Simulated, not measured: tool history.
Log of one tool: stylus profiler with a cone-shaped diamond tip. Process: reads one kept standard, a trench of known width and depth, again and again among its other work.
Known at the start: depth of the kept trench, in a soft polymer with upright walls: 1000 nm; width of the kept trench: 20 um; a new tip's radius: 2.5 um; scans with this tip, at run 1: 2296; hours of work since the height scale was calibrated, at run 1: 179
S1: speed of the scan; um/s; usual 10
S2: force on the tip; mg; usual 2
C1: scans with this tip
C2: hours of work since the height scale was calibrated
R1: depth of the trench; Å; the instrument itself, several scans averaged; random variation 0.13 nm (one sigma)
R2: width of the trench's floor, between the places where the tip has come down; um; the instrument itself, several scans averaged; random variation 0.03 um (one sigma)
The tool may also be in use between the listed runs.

{"run": 1, "hour": 0.0, "S1": 10, "S2": 2, "C1": 2296, "C2": 179, "R1": 10063.2, "R2": 15.66}
{"run": 2, "hour": 9.7, "S1": 10, "S2": 2, "C1": 2362, "C2": 184, "R1": 10064.6, "R2": 15.68}
{"run": 3, "hour": 24.6, "S1": 10, "S2": 2, "C1": 2462, "C2": 192, "R1": 10063.7, "R2": 15.62}
{"run": 4, "hour": 39.9, "S1": 10, "S2": 2, "C1": 2565, "C2": 200, "R1": 10065.5, "R2": 15.64}
{"run": 5, "hour": 52.2, "S1": 10, "S2": 4.68, "C1": 2648, "C2": 207, "R1": 10118.2, "R2": 15.63}
{"run": 6, "hour": 68.8, "S1": 9, "S2": 4.68, "C1": 2761, "C2": 216, "R1": 10119.2, "R2": 15.59}
{"run": 7, "hour": 87.0, "S1": 9, "S2": 4.68, "C1": 2883, "C2": 225, "R1": 10118.6, "R2": 15.59}
{"run": 8, "hour": 99.9, "S1": 9, "S2": 4.68, "C1": 2971, "C2": 232, "R1": 10117.7, "R2": 15.59}
{"run": 9, "hour": 115.2, "S1": 9, "S2": 4.68, "C1": 3073, "C2": 240, "R1": 10118.4, "R2": 15.59}
{"run": 10, "hour": 132.8, "S1": 9, "S2": 4.68, "C1": 3193, "C2": 249, "R1": 10118.4, "R2": 15.53}
{"run": 11, "hour": 141.5, "S1": 9, "S2": 4.68, "C1": 3252, "C2": 254, "R1": 10117.9, "R2": 15.57}
{"hour": 142.9, "done": "height scale calibrated on a step standard"}
{"run": 12, "hour": 155.1, "S1": 26, "S2": 2.94, "C1": 3340, "C2": 6, "R1": 10081.8, "R2": 15.5}
{"run": 13, "hour": 169.1, "S1": 4, "S2": 4.37, "C1": 3434, "C2": 14, "R1": 10111.5, "R2": 15.55}
{"run": 14, "hour": 187.3, "S1": 14, "S2": 4.37, "C1": 3557, "C2": 23, "R1": 10111.8, "R2": 15.51}
{"run": 15, "hour": 196.0, "S1": 36, "S2": 5.19, "C1": 3616, "C2": 28, "R1": 10121.7, "R2": 15.48}
{"run": 16, "hour": 205.3, "S1": 38, "S2": 1.39, "C1": 3679, "C2": 33, "R1": 10044.2, "R2": 15.36}
{"hour": 222.2, "done": "height scale calibrated on a step standard, once more"}
{"run": 17, "hour": 222.6, "S1": 6, "S2": 1.33, "C1": 3792, "C2": 0, "R1": 10052.9, "R2": 15.53}
{"run": 18, "hour": 235.0, "S1": 6, "S2": 1.33, "C1": 3876, "C2": 7, "R1": 10048.7, "R2": 15.55}
{"run": 19, "hour": 249.8, "S1": 6, "S2": 1.33, "C1": 3975, "C2": 15, "R1": 10050.5, "R2": 15.46}

Hidden state or all else? Some run-to-run changes of R1, split into what the settings, what came in and random variation would give without the hidden state, and what is left for the hidden state (with any gauge scatter that isn't in both results):
The hidden state here: radius of the tip, um; height scale over the true one, %; drift of the gauge itself on depth_nm, %; drift of the gauge itself on floor_um, %.
Run 15 -> 16: S1 36 -> 38, S2 5.19 -> 1.39. R1 -77.5 Å: hidden state -0.1, all else -77.4.
Run 16 -> 17: S1 38 -> 6, S2 1.39 -> 1.33, height scale calibrated on a step standard, once more. R1 +8.7 Å: hidden state +6.1, all else +2.6.
